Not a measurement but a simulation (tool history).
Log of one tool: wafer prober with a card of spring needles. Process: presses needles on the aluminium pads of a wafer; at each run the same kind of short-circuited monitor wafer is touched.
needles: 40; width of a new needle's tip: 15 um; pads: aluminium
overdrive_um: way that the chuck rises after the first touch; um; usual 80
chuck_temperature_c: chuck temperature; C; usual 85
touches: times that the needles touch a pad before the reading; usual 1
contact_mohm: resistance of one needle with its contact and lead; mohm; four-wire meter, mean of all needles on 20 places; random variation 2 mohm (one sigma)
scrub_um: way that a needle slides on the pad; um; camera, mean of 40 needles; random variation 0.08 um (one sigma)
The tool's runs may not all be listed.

Run 1, hour 0.0: usual settings. Result: contact_mohm 242 mohm, scrub_um 15.44 um.
At hour 1.1: tips cleaned on abrasive film.
Run 2, hour 8.2: usual settings. Result: contact_mohm 243 mohm, scrub_um 15.59 um.
At hour 10.2: tips cleaned on abrasive film.
Run 3, hour 15.5: usual settings. Result: contact_mohm 238 mohm, scrub_um 15.55 um.
At hour 19.2: tips cleaned on abrasive film.
Run 4, hour 23.9: usual settings. Result: contact_mohm 240 mohm, scrub_um 15.43 um.
Run 5, hour 27.8: usual settings but touches 2. Result: contact_mohm 233 mohm, scrub_um 15.38 um.
At hour 28.5: tips cleaned on abrasive film.
Run 6, hour 35.6: usual settings but touches 2. Result: contact_mohm 232 mohm, scrub_um 15.60 um.
At hour 37.9: tips cleaned on abrasive film.
Run 7, hour 40.5: usual settings but touches 3. Result: contact_mohm 228 mohm, scrub_um 15.38 um.
At hour 47.1: tips cleaned on abrasive film.
Run 8, hour 47.4: usual settings but touches 3. Result: contact_mohm 225 mohm, scrub_um 15.37 um.
Run 9, hour 51.7: usual settings but chuck_temperature_c 27 C. Result: contact_mohm 228 mohm, scrub_um 15.46 um.
At hour 55.9: tips cleaned on abrasive film.
Run 10, hour 58.2: usual settings. Result: contact_mohm 236 mohm, scrub_um 15.42 um.
At hour 60.5: height of the first contact set anew.
Run 11, hour 62.9: usual settings but touches 2. Result: contact_mohm 231 mohm, scrub_um 16.02 um.
At hour 65.2: tips cleaned on abrasive film.
Run 12, hour 70.1: usual settings. Result: contact_mohm 237 mohm, scrub_um 16.09 um.
At hour 74.7: tips cleaned on abrasive film.
Run 13, hour 76.5: usual settings but overdrive_um 75 um. Result: contact_mohm 236 mohm, scrub_um 15.01 um.
At hour 83.8: tips cleaned on abrasive film.
Run 14, hour 85.1: usual settings but overdrive_um 75 um. Result: contact_mohm 232 mohm, scrub_um 14.92 um.
At hour 93.0: tips cleaned on abrasive film.
Run 15, hour 94.0: usual settings. Result: contact_mohm 225 mohm, scrub_um 15.96 um.
At hour 102.0: tips cleaned on abrasive film.
Run 16, hour 103.0: usual settings. Result: contact_mohm 226 mohm, scrub_um 15.93 um.
Run 17, hour 108.7: usual settings but overdrive_um 66 um. Result: contact_mohm 246 mohm, scrub_um 13.05 um.
At hour 110.9: tips cleaned on abrasive film.
Run 18, hour 113.5: usual settings but overdrive_um 75 um, chuck_temperature_c 116 C, touches 2. Result: contact_mohm 234 mohm, scrub_um 14.86 um.
At hour 120.0: tips cleaned on abrasive film.
Run 19, hour 120.0: usual settings but overdrive_um 75 um, chuck_temperature_c 116 C, touches 2. Result: contact_mohm 230 mohm, scrub_um 14.82 um.
Run 20, hour 128.7: usual settings but overdrive_um 75 um, chuck_temperature_c 116 C, touches 2. Result: contact_mohm 242 mohm, scrub_um 14.79 um.
At hour 129.4: tips cleaned on abrasive film.
Run 21, hour 133.9: usual settings but overdrive_um 62 um, chuck_temperature_c 108 C, touches 2. Result: contact_mohm 242 mohm, scrub_um 12.14 um.
At hour 138.7: tips cleaned on abrasive film.
Run 22, hour 140.9: usual settings but overdrive_um 62 um, chuck_temperature_c 108 C, touches 2. Result: contact_mohm 240 mohm, scrub_um 12.10 um.
Run 23, hour 146.0: usual settings but overdrive_um 62 um, chuck_temperature_c 108 C, touches 2. Result: contact_mohm 246 mohm, scrub_um 12.23 um.
At hour 147.7: tips cleaned on abrasive film.
Run 24, hour 154.7: usual settings but overdrive_um 100 um, chuck_temperature_c 47 C, touches 2. Result: contact_mohm 222 mohm, scrub_um 19.80 um.
At hour 156.8: tips cleaned on abrasive film.
Run 25, hour 162.6: usual settings but overdrive_um 100 um, chuck_temperature_c 47 C, touches 2. Result: contact_mohm 220 mohm, scrub_um 19.64 um.
At hour 166.0: tips cleaned on abrasive film.
Run 26, hour 168.9: usual settings but overdrive_um 86 um, chuck_temperature_c 74 C, touches 2. Result: contact_mohm 229 mohm, scrub_um 16.82 um.
At hour 175.5: tips cleaned on abrasive film.
Run 27, hour 176.8: usual settings but overdrive_um 98 um, chuck_temperature_c 94 C, touches 3. Result: contact_mohm 223 mohm, scrub_um 19.12 um.
At hour 184.5: tips cleaned on abrasive film.
Run 28, hour 184.5: usual settings but overdrive_um 98 um, chuck_temperature_c 27 C. Result: contact_mohm 207 mohm, scrub_um 19.19 um.
Run 29, hour 193.0: usual settings but overdrive_um 77 um, chuck_temperature_c 81 C. Result: contact_mohm 244 mohm, scrub_um 14.93 um.
At hour 193.5: tips cleaned on abrasive film.
Run 30, hour 200.1: usual settings but overdrive_um 62 um, chuck_temperature_c 64 C, touches 2. Result: contact_mohm 232 mohm, scrub_um 12.09 um.
At hour 202.3: tips cleaned on abrasive film.
Run 31, hour 205.4: usual settings but overdrive_um 84 um, chuck_temperature_c 44 C, touches 2. Result: contact_mohm 220 mohm, scrub_um 16.47 um.
At hour 211.3: tips cleaned on abrasive film.
Run 32, hour 212.4: usual settings but overdrive_um 66 um, chuck_temperature_c 52 C. Result: contact_mohm 226 mohm, scrub_um 12.73 um.

Measured less the same run without the tool's hidden state. The same run-to-run variation is in both; the gauge's scatter may not be:
The hidden state here: debris on the tips, nm; way that the needles fall short of the set height, um; tips' diameter, um; drift of the gauge itself on contact_mohm, %; drift of the gauge itself on scrub_um, %.
run  contact_mohm  scrub_um
  1           +19     -0.40
  2           +19     -0.42
  3           +18     -0.44
  4           +18     -0.46
  5           +12     -0.46
  6           +12     -0.49
  7            +5     -0.50
  8            +1     -0.53
  9           +19     -0.53
 10           +14     -0.55
 11           +10     +0.00
 12           +17     -0.02
 13           +13     -0.03
 14           +11     -0.06
 15            +8     -0.08
 16            +8     -0.10
 17           +24     -0.10
 18            +9     -0.12
 19            +2     -0.14
 20           +12     -0.14
 21           +15     -0.17
 22           +12     -0.18
 23           +16     -0.19
 24            +9     -0.20
 25            +8     -0.24
 26            +9     -0.25
 27            +3     -0.27
 28            +1     -0.29
 29           +22     -0.29
 30           +18     -0.32
 31            +9     -0.34
 32           +13     -0.36

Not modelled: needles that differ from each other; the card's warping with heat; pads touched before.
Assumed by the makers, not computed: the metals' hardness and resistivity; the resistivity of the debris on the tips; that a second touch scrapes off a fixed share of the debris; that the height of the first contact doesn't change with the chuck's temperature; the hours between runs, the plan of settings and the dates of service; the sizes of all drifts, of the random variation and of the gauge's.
